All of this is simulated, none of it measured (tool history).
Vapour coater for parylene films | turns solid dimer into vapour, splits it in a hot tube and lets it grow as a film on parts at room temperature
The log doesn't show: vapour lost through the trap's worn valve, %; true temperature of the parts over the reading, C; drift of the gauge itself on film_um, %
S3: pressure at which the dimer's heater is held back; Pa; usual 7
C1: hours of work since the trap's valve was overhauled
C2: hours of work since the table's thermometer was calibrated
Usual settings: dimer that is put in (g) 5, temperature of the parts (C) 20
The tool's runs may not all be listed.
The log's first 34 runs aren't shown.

run 35 day=76.838 | dimer_that_is_put_in_(g)=4 temperature_of_the_parts_(C)=28 S3=7 | C1=57 C2=1187 | thickness_of_the_film_(µm)=0.777
run 36 day=78.567 | dimer_that_is_put_in_(g)=4 temperature_of_the_parts_(C)=28 S3=7 | C1=81 C2=1210 | thickness_of_the_film_(µm)=0.778
run 37 day=81.012 | dimer_that_is_put_in_(g)=4 temperature_of_the_parts_(C)=28 S3=6.15 | C1=115 C2=1244 | thickness_of_the_film_(µm)=0.782
run 38 day=82.429 | dimer_that_is_put_in_(g)=6 temperature_of_the_parts_(C)=16 S3=3.7 | C1=134 C2=1263 | thickness_of_the_film_(µm)=1.505
run 39 day=84.138 | dimer_that_is_put_in_(g)=4 temperature_of_the_parts_(C)=20 S3=2.57 | C1=157 C2=1287 | thickness_of_the_film_(µm)=0.974
-- day=85.458 table's thermometer calibrated
run 40 day=85.95 | dimer_that_is_put_in_(g)=4 temperature_of_the_parts_(C)=12 S3=2.29 | C1=182 C2=7 | thickness_of_the_film_(µm)=1.105
run 41 day=87.783 | dimer_that_is_put_in_(g)=4 temperature_of_the_parts_(C)=12 S3=2.29 | C1=207 C2=32 | thickness_of_the_film_(µm)=1.101
run 42 day=90.775 | dimer_that_is_put_in_(g)=5 temperature_of_the_parts_(C)=14 S3=7 | C1=248 C2=73 | thickness_of_the_film_(µm)=1.17
run 43 day=93.433 | dimer_that_is_put_in_(g)=5 temperature_of_the_parts_(C)=21 S3=3.86 | C1=284 C2=109 | thickness_of_the_film_(µm)=1.113
run 44 day=95.421 | dimer_that_is_put_in_(g)=5 temperature_of_the_parts_(C)=21 S3=3.86 | C1=311 C2=136 | thickness_of_the_film_(µm)=1.109
run 45 day=97.729 | dimer_that_is_put_in_(g)=5 temperature_of_the_parts_(C)=20 S3=2.56 | C1=343 C2=168 | thickness_of_the_film_(µm)=1.16
run 46 day=100.542 | dimer_that_is_put_in_(g)=7 temperature_of_the_parts_(C)=12 S3=2.65 | C1=381 C2=206 | thickness_of_the_film_(µm)=1.84

Forecast each of these 3 alternatives for the next run:
run A day=103.167 | dimer_that_is_put_in_(g)=5 temperature_of_the_parts_(C)=12 S3=2.65 | C1=417 C2=242 | thickness_of_the_film_(µm)=?
run B day=103.167 | dimer_that_is_put_in_(g)=2 temperature_of_the_parts_(C)=12 S3=2.65 | C1=417 C2=242 | thickness_of_the_film_(µm)=?
run C day=103.167 | dimer_that_is_put_in_(g)=4 temperature_of_the_parts_(C)=24 S3=4.11 | C1=417 C2=242 | thickness_of_the_film_(µm)=?

run=A thickness_of_the_film_(µm)=1.322
run=B thickness_of_the_film_(µm)=0.532
run=C thickness_of_the_film_(µm)=0.815
Without the tool's hidden state the same runs would have given:
run=A thickness_of_the_film_(µm)=1.426
run=B thickness_of_the_film_(µm)=0.574
run=C thickness_of_the_film_(µm)=0.88
